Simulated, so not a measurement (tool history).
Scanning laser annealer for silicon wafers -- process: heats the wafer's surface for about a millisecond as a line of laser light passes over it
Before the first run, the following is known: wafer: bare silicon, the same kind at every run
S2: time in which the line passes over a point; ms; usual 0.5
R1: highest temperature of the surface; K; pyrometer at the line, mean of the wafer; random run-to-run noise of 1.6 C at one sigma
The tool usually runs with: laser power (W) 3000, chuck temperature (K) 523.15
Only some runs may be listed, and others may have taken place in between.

run 1 day=0 | laser_power_(W)=3000 S2=0.5 chuck_temperature_(K)=523.15 | R1=1321.15
run 2 day=0.633 | laser_power_(W)=3000 S2=0.5 chuck_temperature_(K)=523.15 | R1=1318.15
run 3 day=1.5 | laser_power_(W)=3000 S2=0.5 chuck_temperature_(K)=523.15 | R1=1317.15
run 4 day=2.412 | laser_power_(W)=3000 S2=0.5 chuck_temperature_(K)=520.15 | R1=1315.15
run 5 day=3.35 | laser_power_(W)=3216 S2=0.5 chuck_temperature_(K)=523.15 | R1=1390.15
run 6 day=3.967 | laser_power_(W)=3216 S2=0.5 chuck_temperature_(K)=523.15 | R1=1385.15
run 7 day=4.717 | laser_power_(W)=3000 S2=0.5 chuck_temperature_(K)=523.15 | R1=1314.15
run 8 day=5.633 | laser_power_(W)=3000 S2=0.5 chuck_temperature_(K)=523.15 | R1=1313.15
run 9 day=6.162 | laser_power_(W)=3000 S2=0.5 chuck_temperature_(K)=523.15 | R1=1314.15
-- day=6.917 window over the wafer cleaned
run 10 day=7.175 | laser_power_(W)=3000 S2=0.5 chuck_temperature_(K)=523.15 | R1=1342.15
run 11 day=7.879 | laser_power_(W)=3266 S2=0.5 chuck_temperature_(K)=514.15 | R1=1420.15
run 12 day=8.775 | laser_power_(W)=2886 S2=0.5 chuck_temperature_(K)=523.15 | R1=1299.15
run 13 day=9.308 | laser_power_(W)=2886 S2=0.5 chuck_temperature_(K)=523.15 | R1=1301.15
run 14 day=10.142 | laser_power_(W)=2886 S2=0.5 chuck_temperature_(K)=523.15 | R1=1298.15
run 15 day=10.921 | laser_power_(W)=3128 S2=0.5 chuck_temperature_(K)=553.15 | R1=1410.15
run 16 day=11.354 | laser_power_(W)=3128 S2=0.5 chuck_temperature_(K)=553.15 | R1=1411.15
run 17 day=12.196 | laser_power_(W)=3128 S2=0.5 chuck_temperature_(K)=553.15 | R1=1410.15
run 18 day=12.767 | laser_power_(W)=2826 S2=0.389 chuck_temperature_(K)=484.15 | R1=1146.15
run 19 day=13.262 | laser_power_(W)=2826 S2=0.389 chuck_temperature_(K)=484.15 | R1=1148.15
run 20 day=13.7 | laser_power_(W)=3292 S2=0.5 chuck_temperature_(K)=489.15 | R1=1401.15

Below, each run's measurement less what the same run would have read without the hidden state. Both values contain the same run-to-run variation, but the gauge's scatter may not be the same in both:
Hidden state present: light that passes the window, % of a clean one's; laser's true power over the reading, %; width of the line over the set one, %; drift of the gauge itself on peak_c, C.
run=1 R1=-30
run=2 R1=-30
run=3 R1=-32
run=4 R1=-32
run=5 R1=-37
run=6 R1=-37
run=7 R1=-35
run=8 R1=-35
run=9 R1=-36
run=10 R1=-8
run=11 R1=-10
run=12 R1=-9
run=13 R1=-10
run=14 R1=-11
run=15 R1=-12
run=16 R1=-13
run=17 R1=-14
run=18 R1=-12
run=19 R1=-11
run=20 R1=-16
